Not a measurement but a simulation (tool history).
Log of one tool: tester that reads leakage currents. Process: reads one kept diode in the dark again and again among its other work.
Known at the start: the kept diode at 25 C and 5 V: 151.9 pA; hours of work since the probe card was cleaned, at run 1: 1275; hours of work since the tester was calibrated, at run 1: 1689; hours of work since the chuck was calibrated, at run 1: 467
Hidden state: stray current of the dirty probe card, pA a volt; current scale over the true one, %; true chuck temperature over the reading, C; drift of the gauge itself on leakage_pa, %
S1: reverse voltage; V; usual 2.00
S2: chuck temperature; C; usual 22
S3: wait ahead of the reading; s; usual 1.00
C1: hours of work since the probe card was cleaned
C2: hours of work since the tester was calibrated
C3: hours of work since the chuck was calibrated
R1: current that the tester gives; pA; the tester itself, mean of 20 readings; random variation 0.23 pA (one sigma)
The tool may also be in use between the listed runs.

{"run": 1, "hour": 0.0, "S1": 2.0, "S2": 22, "S3": 1.0, "C1": 1275, "C2": 1689, "C3": 467, "R1": 63.94}
{"run": 2, "hour": 84.3, "S1": 2.0, "S2": 22, "S3": 1.0, "C1": 1314, "C2": 1727, "C3": 505, "R1": 62.69}
{"run": 3, "hour": 134.1, "S1": 2.0, "S2": 22, "S3": 1.0, "C1": 1336, "C2": 1750, "C3": 528, "R1": 62.22}
{"hour": 168.6, "done": "chuck's temperature calibrated"}
{"run": 4, "hour": 205.9, "S1": 2.0, "S2": 58, "S3": 1.0, "C1": 1368, "C2": 1782, "C3": 17, "R1": 1872.21}
{"run": 5, "hour": 288.4, "S1": 2.0, "S2": 22, "S3": 3.41, "C1": 1406, "C2": 1820, "C3": 55, "R1": 76.97}
{"run": 6, "hour": 341.9, "S1": 2.0, "S2": 22, "S3": 1.0, "C1": 1431, "C2": 1845, "C3": 79, "R1": 76.61}
{"run": 7, "hour": 413.4, "S1": 2.0, "S2": 22, "S3": 1.0, "C1": 1464, "C2": 1877, "C3": 112, "R1": 75.78}
{"run": 8, "hour": 483.9, "S1": 2.0, "S2": 22, "S3": 1.41, "C1": 1496, "C2": 1910, "C3": 145, "R1": 74.86}
{"run": 9, "hour": 551.1, "S1": 2.0, "S2": 22, "S3": 1.41, "C1": 1527, "C2": 1940, "C3": 175, "R1": 73.21}
{"run": 10, "hour": 596.9, "S1": 2.0, "S2": 22, "S3": 1.41, "C1": 1548, "C2": 1961, "C3": 196, "R1": 72.86}
{"run": 11, "hour": 684.3, "S1": 2.0, "S2": 22, "S3": 1.41, "C1": 1588, "C2": 2002, "C3": 236, "R1": 71.5}
{"run": 12, "hour": 767.5, "S1": 2.0, "S2": 22, "S3": 1.41, "C1": 1626, "C2": 2040, "C3": 275, "R1": 70.81}
{"run": 13, "hour": 825.4, "S1": 2.0, "S2": 22, "S3": 1.0, "C1": 1652, "C2": 2066, "C3": 301, "R1": 70.4}
{"run": 14, "hour": 915.5, "S1": 2.0, "S2": 22, "S3": 1.0, "C1": 1694, "C2": 2108, "C3": 343, "R1": 68.72}
{"hour": 926.0, "done": "tester calibrated"}
{"run": 15, "hour": 991.6, "S1": 4.72, "S2": 22, "S3": 1.0, "C1": 1728, "C2": 30, "C3": 376, "R1": 100.97}
{"run": 16, "hour": 1079.1, "S1": 4.72, "S2": 22, "S3": 1.0, "C1": 1768, "C2": 70, "C3": 417, "R1": 99.35}
{"run": 17, "hour": 1123.0, "S1": 4.72, "S2": 22, "S3": 1.0, "C1": 1788, "C2": 90, "C3": 437, "R1": 98.25}
{"run": 18, "hour": 1209.7, "S1": 2.0, "S2": 22, "S3": 1.0, "C1": 1828, "C2": 130, "C3": 477, "R1": 65.18}
{"run": 19, "hour": 1300.9, "S1": 2.0, "S2": 22, "S3": 1.0, "C1": 1870, "C2": 172, "C3": 518, "R1": 63.98}
{"hour": 1355.0, "done": "chuck's temperature calibrated"}
{"run": 20, "hour": 1374.4, "S1": 2.0, "S2": 22, "S3": 1.0, "C1": 1902, "C2": 205, "C3": 9, "R1": 76.93}
{"run": 21, "hour": 1462.0, "S1": 2.0, "S2": 22, "S3": 1.0, "C1": 1943, "C2": 245, "C3": 49, "R1": 75.87}
{"hour": 1491.5, "done": "tester calibrated, once more"}
{"run": 22, "hour": 1552.2, "S1": 2.71, "S2": 51, "S3": 8.13, "C1": 1983, "C2": 28, "C3": 90, "R1": 1167.76}
{"run": 23, "hour": 1643.4, "S1": 2.71, "S2": 51, "S3": 8.13, "C1": 2025, "C2": 70, "C3": 131, "R1": 1150.28}
{"run": 24, "hour": 1702.9, "S1": 14.11, "S2": 33, "S3": 3.45, "C1": 2052, "C2": 97, "C3": 159, "R1": 498.83}
{"run": 25, "hour": 1788.8, "S1": 14.11, "S2": 33, "S3": 3.45, "C1": 2092, "C2": 136, "C3": 198, "R1": 490.38}
{"run": 26, "hour": 1850.7, "S1": 1.66, "S2": 32, "S3": 1.0, "C1": 2120, "C2": 165, "C3": 226, "R1": 170.53}
{"run": 27, "hour": 1924.6, "S1": 1.66, "S2": 32, "S3": 1.0, "C1": 2154, "C2": 199, "C3": 260, "R1": 168.58}
{"run": 28, "hour": 1972.4, "S1": 1.66, "S2": 32, "S3": 1.0, "C1": 2176, "C2": 221, "C3": 282, "R1": 166.42}
{"run": 29, "hour": 2026.1, "S1": 1.66, "S2": 32, "S3": 1.0, "C1": 2200, "C2": 245, "C3": 307, "R1": 165.44}
{"run": 30, "hour": 2089.6, "S1": 1.0, "S2": 21, "S3": 6.66, "C1": 2230, "C2": 274, "C3": 336, "R1": 45.75}
{"run": 31, "hour": 2147.5, "S1": 1.0, "S2": 21, "S3": 6.66, "C1": 2256, "C2": 301, "C3": 363, "R1": 44.99}
{"run": 32, "hour": 2242.3, "S1": 4.68, "S2": 22, "S3": 5.83, "C1": 2300, "C2": 344, "C3": 406, "R1": 99.45}
{"run": 33, "hour": 2302.5, "S1": 2.0, "S2": 22, "S3": 0.85, "C1": 2327, "C2": 372, "C3": 434, "R1": 66.94}
{"run": 34, "hour": 2366.5, "S1": 2.0, "S2": 22, "S3": 0.85, "C1": 2356, "C2": 401, "C3": 463, "R1": 66.2}
{"run": 35, "hour": 2438.6, "S1": 9.55, "S2": 48, "S3": 0.85, "C1": 2390, "C2": 434, "C3": 496, "R1": 1362.41}
{"run": 36, "hour": 2512.7, "S1": 5.86, "S2": 55, "S3": 1.0, "C1": 2424, "C2": 468, "C3": 530, "R1": 1950.99}
{"hour": 2544.1, "done": "chuck's temperature calibrated"}
{"run": 37, "hour": 2600.6, "S1": 5.86, "S2": 55, "S3": 1.0, "C1": 2463, "C2": 508, "C3": 26, "R1": 2344.68}
{"run": 38, "hour": 2656.7, "S1": 19.95, "S2": 22, "S3": 0.57, "C1": 2489, "C2": 533, "C3": 52, "R1": 248.39}
{"run": 39, "hour": 2726.9, "S1": 1.92, "S2": 22, "S3": 2.88, "C1": 2521, "C2": 566, "C3": 84, "R1": 77.22}

4 ways to go on from here, each from the tool as it stands after run 39. What would each give?
{"run": "A", "hour": 2782.5, "S1": 1.93, "S2": 22, "S3": 2.88, "C1": 2546, "C2": 591, "C3": 109, "R1": "?"}
{"run": "B", "hour": 2782.5, "S1": 1.92, "S2": 21, "S3": 2.88, "C1": 2546, "C2": 591, "C3": 109, "R1": "?"}
{"run": "C", "hour": 2782.5, "S1": 3.43, "S2": 22, "S3": 2.88, "C1": 2546, "C2": 591, "C3": 109, "R1": "?"}
{"run": "D", "hour": 2782.5, "S1": 7.99, "S2": 49, "S3": 2.88, "C1": 2546, "C2": 591, "C3": 109, "R1": "?"}

run=A R1=75.95
run=B R1=69.25
run=C R1=99.22
run=D R1=1585.74
Without the tool's hidden state the same runs would have given:
run=A R1=74.97
run=B R1=68.00
run=C R1=95.95
run=D R1=1626.17
